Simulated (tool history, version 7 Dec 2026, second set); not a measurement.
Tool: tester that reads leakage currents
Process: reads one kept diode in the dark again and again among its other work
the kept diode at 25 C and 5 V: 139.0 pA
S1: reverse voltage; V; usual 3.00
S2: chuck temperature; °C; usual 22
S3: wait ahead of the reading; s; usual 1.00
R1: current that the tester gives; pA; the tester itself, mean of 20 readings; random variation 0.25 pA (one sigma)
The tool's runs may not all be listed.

run 1 hour=0.0 | S1=3.00 S2=22 S3=1.00 | R1=90.57
run 2 hour=64.4 | S1=3.00 S2=22 S3=1.00 | R1=91.18
run 3 hour=117.1 | S1=3.00 S2=22 S3=1.00 | R1=92.15
run 4 hour=218.3 | S1=3.00 S2=22 S3=1.00 | R1=91.98
-- hour=281.7 chuck's temperature calibrated
run 5 hour=297.1 | S1=3.00 S2=22 S3=1.00 | R1=82.90
run 6 hour=409.3 | S1=3.00 S2=22 S3=8.95 | R1=83.27
run 7 hour=480.6 | S1=3.00 S2=22 S3=8.95 | R1=83.47
run 8 hour=596.2 | S1=3.00 S2=22 S3=8.95 | R1=84.00
run 9 hour=679.4 | S1=3.00 S2=28 S3=1.00 | R1=151.71
run 10 hour=769.3 | S1=3.00 S2=28 S3=1.00 | R1=151.24
run 11 hour=876.4 | S1=3.00 S2=22 S3=1.00 | R1=85.58
run 12 hour=998.9 | S1=3.00 S2=22 S3=1.00 | R1=86.59
-- hour=1011.4 probe card cleaned and baked
run 13 hour=1111.5 | S1=3.00 S2=22 S3=1.00 | R1=87.53
run 14 hour=1201.6 | S1=3.00 S2=22 S3=4.67 | R1=87.17
run 15 hour=1276.4 | S1=3.00 S2=22 S3=4.67 | R1=87.79
run 16 hour=1375.7 | S1=1.97 S2=22 S3=1.00 | R1=72.02
-- hour=1491.0 probe card cleaned and baked, once more
run 17 hour=1491.0 | S1=1.97 S2=22 S3=1.00 | R1=70.98
run 18 hour=1548.3 | S1=3.00 S2=25 S3=1.00 | R1=117.71
-- hour=1576.3 tester calibrated
run 19 hour=1603.2 | S1=3.00 S2=22 S3=1.00 | R1=86.91
run 20 hour=1720.3 | S1=12.73 S2=22 S3=1.00 | R1=180.47
run 21 hour=1776.8 | S1=12.73 S2=22 S3=1.00 | R1=180.27
run 22 hour=1844.3 | S1=3.00 S2=47 S3=1.00 | R1=851.49
run 23 hour=1927.9 | S1=3.65 S2=56 S3=1.40 | R1=1978.79
run 24 hour=2017.5 | S1=3.65 S2=44 S3=1.48 | R1=738.29
run 25 hour=2108.5 | S1=9.18 S2=44 S3=1.48 | R1=1158.68
run 26 hour=2204.8 | S1=5.07 S2=33 S3=4.71 | R1=329.26
run 27 hour=2262.4 | S1=5.07 S2=33 S3=4.71 | R1=330.21
run 28 hour=2372.4 | S1=5.07 S2=33 S3=4.71 | R1=333.16
-- hour=2474.7 chuck's temperature calibrated
run 29 hour=2478.3 | S1=5.07 S2=33 S3=0.61 | R1=301.31
run 30 hour=2527.9 | S1=3.00 S2=48 S3=4.85 | R1=873.39
run 31 hour=2590.6 | S1=2.90 S2=20 S3=7.11 | R1=66.17
run 32 hour=2645.8 | S1=2.90 S2=20 S3=7.11 | R1=66.20
run 33 hour=2767.3 | S1=19.56 S2=32 S3=1.00 | R1=544.34
run 34 hour=2825.0 | S1=2.91 S2=32 S3=1.00 | R1=213.01
run 35 hour=2874.2 | S1=2.91 S2=32 S3=1.00 | R1=214.16
run 36 hour=2957.1 | S1=2.91 S2=40 S3=1.78 | R1=440.67
run 37 hour=3079.5 | S1=13.48 S2=30 S3=1.78 | R1=382.21
run 38 hour=3181.7 | S1=2.32 S2=29 S3=4.38 | R1=146.08
run 39 hour=3293.8 | S1=3.00 S2=34 S3=4.98 | R1=264.34

5 ways to go on from here, each from the tool as it stands after run 39. What would each give?
run A hour=3392.6 | S1=1.30 S2=40 S3=5.19 | R1=?
run B hour=3392.6 | S1=2.22 S2=22 S3=0.77 | R1=?
run C hour=3392.6 | S1=11.12 S2=53 S3=1.00 | R1=?
run D hour=3392.6 | S1=3.01 S2=45 S3=8.03 | R1=?
run E hour=3392.6 | S1=18.28 S2=34 S3=2.80 | R1=?

run=A R1=303.52
run=B R1=73.97
run=C R1=2601.34
run=D R1=702.99
run=E R1=652.16
Without the tool's hidden state the same runs would have given:
run=A R1=290.38
run=B R1=69.92
run=C R1=2496.40
run=D R1=673.37
run=E R1=618.71
